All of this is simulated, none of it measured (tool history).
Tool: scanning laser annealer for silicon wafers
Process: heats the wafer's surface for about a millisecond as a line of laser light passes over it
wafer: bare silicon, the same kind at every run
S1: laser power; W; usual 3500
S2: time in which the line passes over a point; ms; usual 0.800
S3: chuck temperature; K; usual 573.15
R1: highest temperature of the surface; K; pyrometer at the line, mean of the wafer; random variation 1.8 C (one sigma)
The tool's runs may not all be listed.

{"run": 1, "day": 0.0, "S1": 3500, "S2": 0.8, "S3": 573.15, "R1": 1288.15}
{"run": 2, "day": 1.442, "S1": 3500, "S2": 0.8, "S3": 534.15, "R1": 1245.15}
{"run": 3, "day": 2.475, "S1": 3500, "S2": 0.8, "S3": 560.15, "R1": 1271.15}
{"run": 4, "day": 3.758, "S1": 3500, "S2": 0.8, "S3": 541.15, "R1": 1252.15}
{"run": 5, "day": 5.15, "S1": 3500, "S2": 0.674, "S3": 573.15, "R1": 1228.15}
{"run": 6, "day": 6.446, "S1": 3500, "S2": 0.8, "S3": 573.15, "R1": 1284.15}
{"run": 7, "day": 7.3, "S1": 3500, "S2": 0.8, "S3": 573.15, "R1": 1283.15}
{"run": 8, "day": 9.312, "S1": 3500, "S2": 0.8, "S3": 573.15, "R1": 1283.15}
{"run": 9, "day": 11.154, "S1": 3500, "S2": 0.8, "S3": 573.15, "R1": 1282.15}
{"run": 10, "day": 12.521, "S1": 3500, "S2": 0.8, "S3": 573.15, "R1": 1285.15}
{"day": 13.742, "done": "optics aligned, line set to its width"}
{"run": 11, "day": 14.304, "S1": 3500, "S2": 0.8, "S3": 573.15, "R1": 1289.15}
{"run": 12, "day": 15.304, "S1": 3500, "S2": 0.907, "S3": 573.15, "R1": 1332.15}
{"run": 13, "day": 16.646, "S1": 3500, "S2": 0.907, "S3": 573.15, "R1": 1334.15}
{"run": 14, "day": 18.475, "S1": 3500, "S2": 0.8, "S3": 573.15, "R1": 1285.15}
{"run": 15, "day": 19.775, "S1": 3198, "S2": 0.801, "S3": 573.15, "R1": 1221.15}
{"run": 16, "day": 20.879, "S1": 3376, "S2": 0.8, "S3": 609.15, "R1": 1294.15}
{"run": 17, "day": 21.975, "S1": 3686, "S2": 0.8, "S3": 541.15, "R1": 1293.15}
{"run": 18, "day": 23.504, "S1": 3686, "S2": 0.8, "S3": 541.15, "R1": 1294.15}
{"run": 19, "day": 24.467, "S1": 3500, "S2": 0.636, "S3": 573.15, "R1": 1205.15}
{"day": 25.608, "done": "window over the wafer cleaned"}
{"run": 20, "day": 26.579, "S1": 3500, "S2": 0.636, "S3": 573.15, "R1": 1225.15}
{"run": 21, "day": 27.525, "S1": 3705, "S2": 0.77, "S3": 548.15, "R1": 1306.15}
{"run": 22, "day": 29.625, "S1": 3705, "S2": 0.77, "S3": 548.15, "R1": 1305.15}
{"run": 23, "day": 31.392, "S1": 3750, "S2": 0.677, "S3": 593.15, "R1": 1310.15}
{"run": 24, "day": 32.571, "S1": 3540, "S2": 0.741, "S3": 593.15, "R1": 1298.15}
{"run": 25, "day": 34.308, "S1": 3540, "S2": 0.741, "S3": 593.15, "R1": 1298.15}
{"run": 26, "day": 35.479, "S1": 3789, "S2": 0.567, "S3": 563.15, "R1": 1229.15}
{"run": 27, "day": 36.65, "S1": 3789, "S2": 0.567, "S3": 563.15, "R1": 1226.15}
{"run": 28, "day": 37.808, "S1": 3318, "S2": 0.567, "S3": 540.15, "R1": 1119.15}

5 ways to go on from here, each from the tool as it stands after run 28. What would each give?
{"run": "A", "day": 39.771, "S1": 3072, "S2": 0.769, "S3": 588.15, "R1": "?"}
{"run": "B", "day": 39.771, "S1": 3500, "S2": 0.8, "S3": 610.15, "R1": "?"}
{"run": "C", "day": 39.771, "S1": 3468, "S2": 0.8, "S3": 573.15, "R1": "?"}
{"run": "D", "day": 39.771, "S1": 3318, "S2": 0.696, "S3": 540.15, "R1": "?"}
{"run": "E", "day": 39.771, "S1": 3837, "S2": 0.606, "S3": 588.15, "R1": "?"}

run=A R1=1207.15
run=B R1=1334.15
run=C R1=1292.15
run=D R1=1181.15
run=E R1=1288.15
Without the tool's hidden state the same runs would have given:
run=A R1=1212.15
run=B R1=1341.15
run=C R1=1298.15
run=D R1=1187.15
run=E R1=1294.15
